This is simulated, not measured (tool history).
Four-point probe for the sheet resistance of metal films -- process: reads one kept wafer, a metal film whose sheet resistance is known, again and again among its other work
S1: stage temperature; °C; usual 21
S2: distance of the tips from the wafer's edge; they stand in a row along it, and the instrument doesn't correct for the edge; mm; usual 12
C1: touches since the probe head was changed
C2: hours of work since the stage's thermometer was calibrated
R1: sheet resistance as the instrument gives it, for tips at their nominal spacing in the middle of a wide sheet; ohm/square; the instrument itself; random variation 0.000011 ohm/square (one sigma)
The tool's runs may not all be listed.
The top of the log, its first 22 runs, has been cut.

run 23 hour=484.9 | S1=30 S2=14 | C1=105082 C2=265 | R1=0.053758
run 24 hour=500.0 | S1=19 S2=5 | C1=105591 C2=271 | R1=0.054251
run 25 hour=518.5 | S1=21 S2=22 | C1=106217 C2=279 | R1=0.053908
-- hour=537.1 new probe head fitted
run 26 hour=549.4 | S1=30 S2=16 | C1=414 C2=292 | R1=0.054113
run 27 hour=568.2 | S1=30 S2=8 | C1=1052 C2=300 | R1=0.054210
run 28 hour=596.9 | S1=26 S2=45 | C1=2021 C2=313 | R1=0.054147
run 29 hour=612.0 | S1=35 S2=4 | C1=2532 C2=319 | R1=0.054414
run 30 hour=639.7 | S1=21 S2=4 | C1=3468 C2=331 | R1=0.054704
run 31 hour=653.7 | S1=21 S2=4 | C1=3942 C2=337 | R1=0.054716
run 32 hour=675.4 | S1=32 S2=47 | C1=4673 C2=347 | R1=0.054016
run 33 hour=700.3 | S1=28 S2=24 | C1=5517 C2=357 | R1=0.054136
run 34 hour=724.6 | S1=28 S2=24 | C1=6338 C2=368 | R1=0.054110
run 35 hour=740.9 | S1=28 S2=24 | C1=6889 C2=375 | R1=0.054107
run 36 hour=767.5 | S1=28 S2=24 | C1=7789 C2=386 | R1=0.054116
run 37 hour=796.5 | S1=28 S2=24 | C1=8768 C2=399 | R1=0.054102
run 38 hour=817.5 | S1=24 S2=38 | C1=9478 C2=408 | R1=0.054209
run 39 hour=833.7 | S1=25 S2=26 | C1=10025 C2=415 | R1=0.054181
run 40 hour=849.2 | S1=25 S2=26 | C1=10552 C2=421 | R1=0.054172
run 41 hour=875.9 | S1=25 S2=26 | C1=11452 C2=433 | R1=0.054153
run 42 hour=901.6 | S1=29 S2=20 | C1=12321 C2=444 | R1=0.054118
run 43 hour=930.8 | S1=29 S2=9 | C1=13311 C2=457 | R1=0.054166
run 44 hour=945.7 | S1=29 S2=9 | C1=13812 C2=463 | R1=0.054143

Each row is a separate what-if for the run after 44, all from the same tool condition, not one after another. Results?
run A hour=962.9 | S1=21 S2=9 | C1=14394 C2=470 | R1=?
run B hour=962.9 | S1=31 S2=12 | C1=14394 C2=470 | R1=?
run C hour=962.9 | S1=26 S2=38 | C1=14394 C2=470 | R1=?
run D hour=962.9 | S1=21 S2=66 | C1=14394 C2=470 | R1=?

run=A R1=0.054323
run=B R1=0.054075
run=C R1=0.054129
run=D R1=0.054229
Take away the tool's hidden state, keep each run's random variation, and the runs would have read:
run=A R1=0.054441
run=B R1=0.054192
run=C R1=0.054246
run=D R1=0.054346

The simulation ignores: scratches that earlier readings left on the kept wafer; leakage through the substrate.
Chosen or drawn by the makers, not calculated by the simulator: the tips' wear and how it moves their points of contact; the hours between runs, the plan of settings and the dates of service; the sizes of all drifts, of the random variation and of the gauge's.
